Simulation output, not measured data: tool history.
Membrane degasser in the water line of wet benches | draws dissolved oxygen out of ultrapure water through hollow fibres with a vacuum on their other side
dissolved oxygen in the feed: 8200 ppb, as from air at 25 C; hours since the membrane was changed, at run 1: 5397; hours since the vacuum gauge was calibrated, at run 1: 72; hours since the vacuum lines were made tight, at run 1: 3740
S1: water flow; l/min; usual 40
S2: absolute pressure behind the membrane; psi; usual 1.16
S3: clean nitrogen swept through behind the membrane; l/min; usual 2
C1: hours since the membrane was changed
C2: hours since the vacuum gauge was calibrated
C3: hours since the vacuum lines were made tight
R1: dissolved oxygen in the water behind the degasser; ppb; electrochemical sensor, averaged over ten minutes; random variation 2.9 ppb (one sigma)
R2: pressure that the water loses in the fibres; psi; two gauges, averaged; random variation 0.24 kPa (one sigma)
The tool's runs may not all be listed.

| run | hour | S1 | S2 | S3 | C1 | C2 | C3 | R1 | R2 |
|---|---|---|---|---|---|---|---|---|---|
| 1 | 0 | 40 | 1.16 | 2 | 5397 | 72 | 3740 | 346.3 | 9.309 |
| 2 | 188.2 | 40 | 1.16 | 2 | 5585 | 260 | 3928 | 349.5 | 9.187 |
| 3 | 426.6 | 40 | 1.16 | 2 | 5823 | 499 | 4166 | 349 | 9.266 |
| 4 | 564.4 | 40 | 1.16 | 2 | 5961 | 637 | 4304 | 343.6 | 9.256 |
| 5 | 717.6 | 40 | 1.16 | 2 | 6114 | 790 | 4457 | 345.1 | 9.277 |
| 6 | 902 | 40 | 1.16 | 2 | 6299 | 974 | 4642 | 348.9 | 9.188 |
| 7 | 1090.1 | 40 | 2.261 | 2 | 6487 | 1162 | 4830 | 651.8 | 9.297 |
| 8 | 1250.8 | 40 | 1.917 | 2 | 6648 | 1323 | 4990 | 551.5 | 9.188 |
| 9 | 1522.7 | 40 | 1.759 | 2 | 6919 | 1595 | 5262 | 517.2 | 9.29 |
| 10 | 1707.9 | 40 | 1.759 | 2 | 7105 | 1780 | 5447 | 514.6 | 9.232 |
| 11 | 1926.2 | 40 | 1.759 | 2 | 7323 | 1998 | 5666 | 511.6 | 9.258 |
| 12 | 2083.2 | 40 | 1.759 | 2 | 7480 | 2155 | 5823 | 510.3 | 9.179 |
| 13 | 2282.1 | 40 | 1.16 | 2 | 7679 | 2354 | 6022 | 346.6 | 9.24 |
| 14 | 2426.3 | 40 | 1.16 | 2 | 7823 | 2499 | 6166 | 350.5 | 9.192 |
| 15 | 2670.3 | 26 | 1.16 | 2 | 8067 | 2743 | 6410 | 188.9 | 5.936 |
| 16 | 2881.3 | 26 | 0.922 | 3.15 | 8278 | 2954 | 6621 | 103.9 | 5.977 |
| 17 | 3081.1 | 61 | 0.922 | 1.14 | 8478 | 3153 | 6821 | 656.9 | 14.053 |
|  | 3298.9 | vacuum gauge calibrated |
| 18 | 3325.7 | 40 | 1.16 | 2.32 | 8722 | 27 | 7065 | 322 | 9.198 |
| 19 | 3495.9 | 40 | 1.16 | 1.22 | 8892 | 197 | 7235 | 450.1 | 9.169 |
| 20 | 3762.5 | 32 | 1.16 | 2 | 9159 | 464 | 7502 | 251.1 | 7.313 |
| 21 | 4050.5 | 28 | 1.957 | 2 | 9447 | 752 | 7790 | 370 | 6.414 |
| 22 | 4203.4 | 28 | 1.957 | 2 | 9600 | 905 | 7943 | 371 | 6.364 |
| 23 | 4500.6 | 43 | 1.002 | 1.95 | 9897 | 1202 | 8240 | 340.1 | 9.8 |
| 24 | 4668.1 | 49 | 2.809 | 2 | 10064 | 1369 | 8407 | 983.6 | 11.139 |
| 25 | 4921.1 | 49 | 0.782 | 1.71 | 10317 | 1622 | 8660 | 355.9 | 11.201 |
| 26 | 5198.1 | 40 | 0.947 | 3.6 | 10594 | 1899 | 8937 | 225.8 | 9.061 |
| 27 | 5415.3 | 30 | 2.08 | 3.6 | 10811 | 2116 | 9154 | 278.2 | 6.821 |

Some steps in R2 between neighbouring runs. How much of each would the tool show without its hidden state too (settings, what came in, random variation), and how much is left for the hidden state, with any gauge scatter that isn't in both results?
The hidden state here: membrane still open, %; true pressure behind the membrane over the reading, kPa; air that leaks in behind the membrane, l/min; drift of the gauge itself on oxygen_ppb, %; drift of the gauge itself on loss_of_pressure_kpa, %.
Run 16 -> 17: S1 26 -> 61, S3 3.15 -> 1.14. R2 +8.076 psi: hidden state -0.081, all else +8.157.
Run 17 -> 18: S1 61 -> 40, S2 0.922 -> 1.16, S3 1.14 -> 2.32, vacuum gauge calibrated. R2 -4.854 psi: hidden state +0.038, all else -4.892.
Run 22 -> 23: S1 28 -> 43, S2 1.957 -> 1.002, S3 2 -> 1.95. R2 +3.436 psi: hidden state -0.055, all else +3.491.
